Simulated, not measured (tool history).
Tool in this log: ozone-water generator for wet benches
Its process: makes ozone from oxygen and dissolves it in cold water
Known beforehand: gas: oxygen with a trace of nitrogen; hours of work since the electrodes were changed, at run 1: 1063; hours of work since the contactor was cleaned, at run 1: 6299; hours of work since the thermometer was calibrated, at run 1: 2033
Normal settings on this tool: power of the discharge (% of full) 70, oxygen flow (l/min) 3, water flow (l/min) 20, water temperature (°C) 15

run,hour,power of the discharge (% of full),oxygen flow (l/min),water flow (l/min),water temperature (°C),hours of work since the electrodes were changed,hours of work since the contactor was cleaned,hours of work since the thermometer was calibrated,dissolved ozone (ppm),ozone in the gas ahead of the water (g/m3)
1,0,70,3,20,15,1063,6299,2033,15.5,264.6
2,28.5,70,3,20,15,1082,6317,2051,15.4,260.6
3,59.4,70,5.21,20,15,1101,6337,2070,16.7,196.9
4,83.6,70,3,20,15,1117,6352,2086,15.4,263.8
5,135.1,70,3,20,15,1150,6385,2119,15.4,260.6
6,175.3,70,3,20,21,1175,6411,2144,14.4,262.5
7,215.9,70,3,12,21,1201,6437,2170,23.9,259
8,243.2,70,3,12,21,1218,6454,2188,23.9,260.9
9,292.7,70,3,20,15,1250,6485,2219,15.4,260.3
10,336.6,70,3,26,15,1278,6513,2247,11.5,263.8
11,364.3,70,3,26,15,1296,6531,2265,11.2,259.8
12,406.3,70,3,26,15,1322,6558,2292,11.5,260.5
13,462.8,70,3,20,15,1358,6594,2328,15.3,261.6
14,519.1,70,3,20,15,1394,6630,2363,15.1,261.7
15,545.3,44,3,20,15,1411,6646,2380,9.9,172
16,575.2,70,3,13,15,1430,6666,2399,24.1,263.3
17,624.3,70,3,13,15,1461,6697,2430,24.1,261.8
18,662.9,70,3,13,15,1486,6721,2455,24,260.3
19,685.9,70,1.78,16,13,1501,6736,2470,17.9,340
20,731.5,70,3,20,8,1530,6765,2499,16.2,260.7
21,763.5,68,3,20,21,1550,6785,2519,13.9,251.5
22,814.9,70,3,20,15,1583,6818,2552,15.2,260.3
23,839.3,41,3,20,16,1598,6834,2567,9.4,160.3
24,877.4,41,2.55,20,16,1623,6858,2592,9,173.3
25,927.5,41,3.95,20,16,1655,6890,2624,9.5,137.8
26,962.2,41,1.66,15,14,1677,6912,2646,11.7,216.5
27,993.6,65,3,20,10,1697,6932,2666,14.8,243.6
28,1018.1,70,3.46,21,8,1712,6948,2681,15.5,241.1
29,1065,70,2.67,15,13,1742,6978,2711,20.8,275.9
30,1120.2,66,2.67,15,22,1777,7013,2746,18.2,259.6
31,1175,66,1.7,15,7,1812,7048,2781,18.5,329
32,1201.6,66,1.7,15,7,1829,7065,2798,18.5,332.8
33,1242.4,45,3,20,20,1855,7091,2824,9.6,172.5

For some of the steps in dissolved ozone (ppm) from one run to the next: how much would appear even if the tool had no hidden state, given the settings, what came in and random variation, and how much remains for the hidden state plus any gauge scatter that the measured result and the result without hidden state don't share?
Hidden conditions of the tool in this case: yield of the discharge, % of new electrodes'; contactor's efficiency, % of a clean one's; true water temperature over the reading, C; drift of the gauge itself on ozone_ppm, %; drift of the gauge itself on gas_g_m3, %.
Run 6 -> 7: water flow (l/min) 20 -> 12. dissolved ozone (ppm) +9.5: hidden state -0.8, all else +10.3.
Run 15 -> 16: power of the discharge (% of full) 44 -> 70, water flow (l/min) 20 -> 13. dissolved ozone (ppm) +14.2: hidden state -1.7, all else +15.9.
Run 22 -> 23: power of the discharge (% of full) 70 -> 41, water temperature (°C) 15 -> 16. dissolved ozone (ppm) -5.8: hidden state +1, all else -6.8.
Run 32 -> 33: power of the discharge (% of full) 66 -> 45, oxygen flow (l/min) 1.7 -> 3, water flow (l/min) 15 -> 20, water temperature (°C) 7 -> 20. dissolved ozone (ppm) -8.9: hidden state +1.3, all else -10.2.
